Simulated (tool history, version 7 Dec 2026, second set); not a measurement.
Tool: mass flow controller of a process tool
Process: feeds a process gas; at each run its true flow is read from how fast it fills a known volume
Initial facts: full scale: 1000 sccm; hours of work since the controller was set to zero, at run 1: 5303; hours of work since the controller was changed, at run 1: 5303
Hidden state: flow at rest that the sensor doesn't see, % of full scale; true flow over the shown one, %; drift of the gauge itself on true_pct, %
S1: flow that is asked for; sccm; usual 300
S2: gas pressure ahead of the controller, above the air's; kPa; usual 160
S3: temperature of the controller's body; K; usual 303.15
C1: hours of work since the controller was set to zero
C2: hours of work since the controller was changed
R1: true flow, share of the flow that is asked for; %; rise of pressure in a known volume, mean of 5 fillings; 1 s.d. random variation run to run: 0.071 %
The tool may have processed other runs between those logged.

Run 1, day 0.000: usual settings; C1 5303; C2 5303. Result: R1 107.37 %.
At day 1.729: controller's zero set anew.
Run 2, day 11.146: usual settings; C1 171; C2 5505. Result: R1 111.05 %.
Run 3, day 17.554: usual settings; C1 287; C2 5621. Result: R1 111.23 %.
Run 4, day 22.912: usual settings; C1 384; C2 5718. Result: R1 111.33 %.
Run 5, day 34.004: usual settings; C1 585; C2 5919. Result: R1 111.57 %.
Run 6, day 44.175: usual settings but S1 269 sccm; C1 770; C2 6104. Result: R1 112.88 %.
Run 7, day 52.517: usual settings; C1 921; C2 6255. Result: R1 112.08 %.
Run 8, day 59.088: usual settings; C1 1040; C2 6374. Result: R1 112.25 %.
At day 60.804: controller's zero set anew, once more.
Run 9, day 68.458: usual settings but S2 200 kPa; C1 139; C2 6544. Result: R1 103.32 %.
Run 10, day 75.558: usual settings but S2 200 kPa, S3 297.15 K; C1 268; C2 6672. Result: R1 103.88 %.
Run 11, day 84.425: usual settings but S2 200 kPa, S3 297.15 K; C1 428; C2 6833. Result: R1 103.89 %.
Run 12, day 93.371: usual settings but S1 530 sccm; C1 591; C2 6995. Result: R1 103.64 %.
Run 13, day 104.529: usual settings but S1 530 sccm; C1 793; C2 7198. Result: R1 103.90 %.
Run 14, day 110.538: usual settings; C1 902; C2 7307. Result: R1 104.24 %.
Run 15, day 116.933: usual settings; C1 1018; C2 7423. Result: R1 104.49 %.
Run 16, day 122.388: usual settings; C1 1117; C2 7522. Result: R1 104.59 %.
Run 17, day 129.675: usual settings; C1 1249; C2 7654. Result: R1 104.77 %.
Run 18, day 136.704: usual settings; C1 1376; C2 7781. Result: R1 105.02 %.
Run 19, day 145.021: usual settings but S1 135 sccm; C1 1527; C2 7932. Result: R1 106.86 %.
Run 20, day 152.033: usual settings but S1 135 sccm, S2 192 kPa; C1 1654; C2 8059. Result: R1 107.32 %.
At day 154.238: controller exchanged for a calibrated one.
Run 21, day 158.962: usual settings but S1 135 sccm, S2 192 kPa; C1 86; C2 86. Result: R1 99.87 %.
Run 22, day 170.633: usual settings but S1 266 sccm; C1 297; C2 297. Result: R1 100.11 %.
Run 23, day 181.825: usual settings but S1 570 sccm; C1 500; C2 500. Result: R1 100.11 %.
Run 24, day 187.392: usual settings; C1 601; C2 601. Result: R1 100.39 %.
Run 25, day 196.400: usual settings but S1 109 sccm, S2 197 kPa, S3 311.15 K; C1 765; C2 765. Result: R1 101.72 %.
Run 26, day 206.717: usual settings but S1 109 sccm, S2 197 kPa, S3 311.15 K; C1 952; C2 952. Result: R1 102.09 %.
Run 27, day 213.088: usual settings but S1 109 sccm, S2 154 kPa, S3 306.15 K; C1 1067; C2 1067. Result: R1 102.70 %.
Run 28, day 218.933: usual settings but S2 254 kPa, S3 308.15 K; C1 1173; C2 1173. Result: R1 101.39 %.
Run 29, day 224.679: usual settings but S1 191 sccm, S2 277 kPa, S3 296.15 K; C1 1277; C2 1277. Result: R1 102.58 %.
Run 30, day 230.692: usual settings but S1 407 sccm, S2 201 kPa, S3 307.15 K; C1 1386; C2 1386. Result: R1 101.31 %.
Run 31, day 237.867: usual settings but S1 379 sccm, S2 165 kPa; C1 1517; C2 1517. Result: R1 101.40 %.
Run 32, day 244.062: usual settings but S1 379 sccm, S2 165 kPa; C1 1629; C2 1629. Result: R1 101.58 %.
Run 33, day 251.462: usual settings but S1 379 sccm, S2 165 kPa; C1 1763; C2 1763. Result: R1 101.75 %.
Run 34, day 261.692: usual settings but S1 379 sccm, S2 165 kPa; C1 1949; C2 1949. Result: R1 102.00 %.
Run 35, day 268.333: usual settings but S1 379 sccm, S2 165 kPa; C1 2069; C2 2069. Result: R1 102.18 %.
Run 36, day 275.683: usual settings but S1 379 sccm, S2 165 kPa; C1 2202; C2 2202. Result: R1 102.38 %.
Run 37, day 284.338: usual settings but S1 379 sccm, S2 165 kPa; C1 2359; C2 2359. Result: R1 102.51 %.
Run 38, day 292.667: usual settings but S2 180 kPa; C1 2510; C2 2510. Result: R1 103.19 %.
Run 39, day 297.379: usual settings but S2 180 kPa; C1 2596; C2 2596. Result: R1 103.23 %.
Run 40, day 308.779: usual settings but S2 180 kPa; C1 2802; C2 2802. Result: R1 103.48 %.
Run 41, day 314.275: usual settings but S1 956 sccm, S2 180 kPa; C1 2902; C2 2902. Result: R1 102.21 %.
Run 42, day 321.546: usual settings but S1 956 sccm, S2 180 kPa; C1 3034; C2 3034. Result: R1 102.29 %.
Run 43, day 332.892: usual settings but S1 105 sccm, S2 218 kPa, S3 295.15 K; C1 3240; C2 3240. Result: R1 109.89 %.
Run 44, day 339.017: usual settings but S1 105 sccm, S2 218 kPa, S3 295.15 K; C1 3351; C2 3351. Result: R1 110.35 %.
Run 45, day 348.492: usual settings but S2 216 kPa; C1 3523; C2 3523. Result: R1 104.70 %.
Run 46, day 353.871: usual settings but S2 216 kPa; C1 3620; C2 3620. Result: R1 104.76 %.
Run 47, day 358.733: usual settings but S2 218 kPa, S3 309.15 K; C1 3708; C2 3708. Result: R1 104.75 %.
Run 48, day 365.808: usual settings but S1 473 sccm, S2 256 kPa, S3 311.15 K; C1 3837; C2 3837. Result: R1 103.77 %.

For some of the steps in R1 from one run to the next: how much would appear even if the tool had no hidden state, given the settings, what came in and random variation, and how much remains for the hidden state plus any gauge scatter that the measured result and the result without hidden state don't share?
Run 8 -> 9: S2 160 -> 200, controller's zero set anew, once more. R1 -8.93 %: hidden state -9.03, all else +0.10.
Run 20 -> 21: controller exchanged for a calibrated one. R1 -7.45 %: hidden state -7.37, all else -0.08.
Run 42 -> 43: S1 956 -> 105, S2 180 -> 218, S3 303.15 -> 295.15. R1 +7.60 %: hidden state +7.60, all else +0.00.
